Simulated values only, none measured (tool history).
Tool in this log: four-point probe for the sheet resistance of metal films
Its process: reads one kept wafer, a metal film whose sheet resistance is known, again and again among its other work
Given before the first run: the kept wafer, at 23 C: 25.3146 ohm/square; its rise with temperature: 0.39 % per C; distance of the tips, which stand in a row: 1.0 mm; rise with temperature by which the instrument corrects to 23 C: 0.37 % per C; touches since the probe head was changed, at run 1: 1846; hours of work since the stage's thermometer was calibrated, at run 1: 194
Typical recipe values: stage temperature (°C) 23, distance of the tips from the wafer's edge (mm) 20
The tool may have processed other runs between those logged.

run   hour  stage temperature (°C)  distance of the tips from the wafer's edge (mm)  touches since the probe head was changed  hours of work since the stage's thermometer was calibrated  sheet resistance as the instrument gives it (ohm/square)
  1      0                      23                                               20                                      1846                                                         194                                                 25.311241
  2     24                      23                                               20                                      2450                                                         206                                                 25.304549
  3   50.3                      23                                               20                                      3110                                                         219                                                 25.303558
  4   67.8                      23                                               20                                      3547                                                         227                                                 25.304735
  5   92.6                      35                                               20                                      4170                                                         239                                                 25.352697
  6  108.9                      35                                               20                                      4581                                                         247                                                 25.363568
  7  122.8                      23                                               26                                      4929                                                         253                                                 25.290596
  8  134.4                      23                                               20                                      5220                                                         259                                                 25.317033
  9  151.3                      23                                               20                                      5646                                                         267                                                 25.316043
 10  165.4                      23                                               20                                      5998                                                         274                                                 25.315259
 11  187.2                      23                                               20                                      6546                                                         284                                                 25.314459
 12  210.7                      23                                               20                                      7135                                                         295                                                 25.321158
 13  223.7                      23                                               20                                      7463                                                         302                                                 25.311155
 14  234.8                      23                                               20                                      7740                                                         307                                                 25.312522
 15  250.3                      23                                               20                                      8130                                                         314                                                 25.320627
 16    276                      23                                               20                                      8776                                                         327                                                 25.316389
 17  300.3                      23                                               20                                      9387                                                         338                                                 25.322835
 18  325.5                      23                                               20                                     10017                                                         350                                                 25.320681
 19  351.3                      23                                               20                                     10667                                                         363                                                 25.323882
 20  376.3                      23                                               20                                     11295                                                         375                                                 25.324805
 21    397                      18                                               20                                     11814                                                         385                                                 25.298458
 22    419                      18                                               20                                     12365                                                         395                                                 25.309756
 23    442                      18                                               20                                     12944                                                         406                                                 25.311185
 24  455.2                      26                                               12                                     13274                                                         412                                                 25.400417
 25  481.8                      23                                               43                                     13941                                                         425                                                 25.312204
 26  499.2                      23                                               43                                     14379                                                         433                                                 25.312252
 27  520.4                      23                                               43                                     14911                                                         444                                                 25.300026
 28  545.6                      20                                               13                                     15543                                                         456                                                 25.368703
       548  -- stage's thermometer calibrated
 29  565.2                      34                                               20                                     16024                                                           8                                                 25.378028
 30  584.6                      27                                               14                                     16511                                                          18                                                 25.394043
 31  598.4                      32                                                3                                     16858                                                          24                                                 26.766536
 32  611.5                      18                                                8                                     17187                                                          30                                                 25.498451
 33  630.3                      31                                               15                                     17657                                                          39                                                 25.388319
 34  643.4                      28                                               31                                     17987                                                          46                                                 25.337843
     647.8  -- stage's thermometer calibrated, once more
 35  660.5                      23                                               33                                     18405                                                           6                                                 25.314615
 36  685.5                      23                                               33                                     19032                                                          18                                                 25.315957
 37  704.6                      29                                               10                                     19511                                                          27                                                 25.471065
 38    719                      29                                               10                                     19872                                                          34                                                 25.466812
 39  737.9                      32                                                4                                     20346                                                          43                                                 26.185522
 40    762                      31                                               63                                     20952                                                          55                                                 25.341866
 41  780.8                      31                                               63                                     21424                                                          64                                                 25.349383
 42  800.8                      33                                               20                                     21926                                                          73                                                 25.394438
 43  814.5                      33                                               28                                     22269                                                          80                                                 25.373364
 44  827.7                      19                                               31                                     22602                                                          86                                                 25.319469
 45  849.3                      23                                               30                                     23145                                                          96                                                 25.335291

Hidden state or all else? Some run-to-run changes of sheet resistance as the instrument gives it (ohm/square), split into what the settings, what came in and random variation would give without the hidden state, and what is left for the hidden state (with any gauge scatter that isn't in both results):
Hidden state at play: inner tips' distance over the nominal, %; tips' flats over new ones', %; wafer's true temperature over the reading, C; drift of the gauge itself on sheet_ohm, %.
Run 24 -> 25: stage temperature (°C) 26 -> 23, distance of the tips from the wafer's edge (mm) 12 -> 43. sheet resistance as the instrument gives it (ohm/square) -0.088213: hidden state +0.001764, all else -0.089977.
Run 28 -> 29: stage temperature (°C) 20 -> 34, distance of the tips from the wafer's edge (mm) 13 -> 20, stage's thermometer calibrated. sheet resistance as the instrument gives it (ohm/square) +0.009325: hidden state +0.003456, all else +0.005869.
Run 30 -> 31: stage temperature (°C) 27 -> 32, distance of the tips from the wafer's edge (mm) 14 -> 3. sheet resistance as the instrument gives it (ohm/square) +1.372493: hidden state +0.000365, all else +1.372128.
Run 31 -> 32: stage temperature (°C) 32 -> 18, distance of the tips from the wafer's edge (mm) 3 -> 8. sheet resistance as the instrument gives it (ohm/square) -1.268085: hidden state +0.001665, all else -1.26975.
Run 34 -> 35: stage temperature (°C) 28 -> 23, distance of the tips from the wafer's edge (mm) 31 -> 33, stage's thermometer calibrated, once more. sheet resistance as the instrument gives it (ohm/square) -0.023228: hidden state -0.004845, all else -0.018383.
Run 39 -> 40: stage temperature (°C) 32 -> 31, distance of the tips from the wafer's edge (mm) 4 -> 63. sheet resistance as the instrument gives it (ohm/square) -0.843656: hidden state +0.001547, all else -0.845203.
